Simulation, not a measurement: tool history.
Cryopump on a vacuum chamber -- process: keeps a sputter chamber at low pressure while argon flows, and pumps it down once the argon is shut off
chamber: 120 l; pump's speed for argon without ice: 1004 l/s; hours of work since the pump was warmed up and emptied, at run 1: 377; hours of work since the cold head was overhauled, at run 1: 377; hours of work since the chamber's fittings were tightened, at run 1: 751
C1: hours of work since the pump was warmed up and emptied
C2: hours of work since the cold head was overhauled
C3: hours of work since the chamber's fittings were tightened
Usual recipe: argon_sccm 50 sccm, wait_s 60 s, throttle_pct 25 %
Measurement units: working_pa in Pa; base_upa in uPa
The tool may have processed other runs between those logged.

Run 1, hour 0.0: usual settings; C1 377; C2 377; C3 751. Result: working_pa 0.3502 Pa, base_upa 3.00 uPa.
Run 2, hour 9.7: usual settings but wait_s 168 s; C1 382; C2 382; C3 756. Result: working_pa 0.3526 Pa, base_upa 1.82 uPa.
Run 3, hour 18.3: usual settings but argon_sccm 30 sccm, wait_s 168 s; C1 387; C2 387; C3 760. Result: working_pa 0.2119 Pa, base_upa 1.85 uPa.
Run 4, hour 29.9: usual settings; C1 393; C2 393; C3 766. Result: working_pa 0.3494 Pa, base_upa 3.04 uPa.
Run 5, hour 46.9: usual settings; C1 401; C2 401; C3 775. Result: working_pa 0.3506 Pa, base_upa 3.10 uPa.
Run 6, hour 66.7: usual settings; C1 411; C2 411; C3 785. Result: working_pa 0.3533 Pa, base_upa 3.15 uPa.
Run 7, hour 86.4: usual settings; C1 422; C2 422; C3 795. Result: working_pa 0.3525 Pa, base_upa 3.12 uPa.
Run 8, hour 102.2: usual settings; C1 430; C2 430; C3 803. Result: working_pa 0.3506 Pa, base_upa 3.22 uPa.
Run 9, hour 116.1: usual settings; C1 437; C2 437; C3 810. Result: working_pa 0.3507 Pa, base_upa 3.23 uPa.
Run 10, hour 136.0: usual settings but argon_sccm 71 sccm; C1 447; C2 447; C3 820. Result: working_pa 0.5012 Pa, base_upa 3.19 uPa.
Run 11, hour 156.5: usual settings but argon_sccm 71 sccm; C1 457; C2 457; C3 831. Result: working_pa 0.4986 Pa, base_upa 3.21 uPa.
Run 12, hour 177.3: usual settings but argon_sccm 71 sccm; C1 468; C2 468; C3 842. Result: working_pa 0.5035 Pa, base_upa 3.20 uPa.
At hour 193.9: pump warmed up, emptied and cooled again.
Run 13, hour 200.4: usual settings; C1 3; C2 477; C3 851. Result: working_pa 0.3388 Pa, base_upa 3.07 uPa.
Run 14, hour 210.8: usual settings; C1 9; C2 483; C3 856. Result: working_pa 0.3392 Pa, base_upa 2.97 uPa.
Run 15, hour 229.7: usual settings but wait_s 74 s, throttle_pct 15 %; C1 18; C2 493; C3 866. Result: working_pa 0.5658 Pa, base_upa 2.68 uPa.
Run 16, hour 246.7: usual settings but wait_s 74 s, throttle_pct 15 %; C1 27; C2 501; C3 875. Result: working_pa 0.5605 Pa, base_upa 2.66 uPa.
Run 17, hour 265.5: usual settings but argon_sccm 46 sccm, wait_s 41 s, throttle_pct 26 %; C1 37; C2 511; C3 884. Result: working_pa 0.3018 Pa, base_upa 4.00 uPa.
Run 18, hour 285.6: usual settings but argon_sccm 46 sccm, wait_s 41 s, throttle_pct 26 %; C1 47; C2 521; C3 895. Result: working_pa 0.2995 Pa, base_upa 4.06 uPa.
Run 19, hour 295.3: usual settings but argon_sccm 21 sccm, throttle_pct 21 %; C1 52; C2 526; C3 900. Result: working_pa 0.1692 Pa, base_upa 3.13 uPa.
Run 20, hour 315.8: usual settings but argon_sccm 21 sccm, throttle_pct 21 %; C1 62; C2 537; C3 910. Result: working_pa 0.1693 Pa, base_upa 3.06 uPa.
Run 21, hour 327.9: usual settings but wait_s 39 s, throttle_pct 50 %; C1 69; C2 543; C3 916. Result: working_pa 0.1716 Pa, base_upa 4.06 uPa.
Run 22, hour 348.9: usual settings but argon_sccm 22 sccm, throttle_pct 50 %; C1 79; C2 554; C3 927. Result: working_pa 0.0756 Pa, base_upa 3.11 uPa.
Run 23, hour 361.4: usual settings but argon_sccm 41 sccm, wait_s 23 s, throttle_pct 54 %; C1 86; C2 560; C3 934. Result: working_pa 0.1299 Pa, base_upa 6.42 uPa.
Run 24, hour 378.6: usual settings but argon_sccm 41 sccm, wait_s 95 s, throttle_pct 54 %; C1 95; C2 569; C3 942. Result: working_pa 0.1312 Pa, base_upa 2.41 uPa.
Run 25, hour 396.3: usual settings but argon_sccm 22 sccm, wait_s 70 s; C1 104; C2 578; C3 951. Result: working_pa 0.1501 Pa, base_upa 2.85 uPa.
Run 26, hour 414.1: usual settings but argon_sccm 22 sccm, wait_s 70 s; C1 113; C2 587; C3 961. Result: working_pa 0.1506 Pa, base_upa 2.87 uPa.

What would each run have given without the hidden state, its run-to-run variation left as it was?
The hidden state here: pump's speed, % of a pump's without ice; cold plate's temperature, K; leak into the chamber, uPa l/s; drift of the gauge itself on working_pa, %; drift of the gauge itself on base_upa, %.
run  working_pa  base_upa
  1      0.3366      2.24
  2      0.3387      1.02
  3      0.2034      1.05
  4      0.3353      2.25
  5      0.3360      2.29
  6      0.3383      2.32
  7      0.3371      2.28
  8      0.3350      2.36
  9      0.3348      2.35
 10      0.4779      2.32
 11      0.4748      2.31
 12      0.4789      2.30
 13      0.3380      2.34
 14      0.3383      2.27
 15      0.5646      1.94
 16      0.5590      1.92
 17      0.3001      3.24
 18      0.2976      3.27
 19      0.1683      2.35
 20      0.1682      2.28
 21      0.1688      3.28
 22      0.0742      2.30
 23      0.1272      5.59
 24      0.1282      1.58
 25      0.1484      2.01
 26      0.1487      2.02
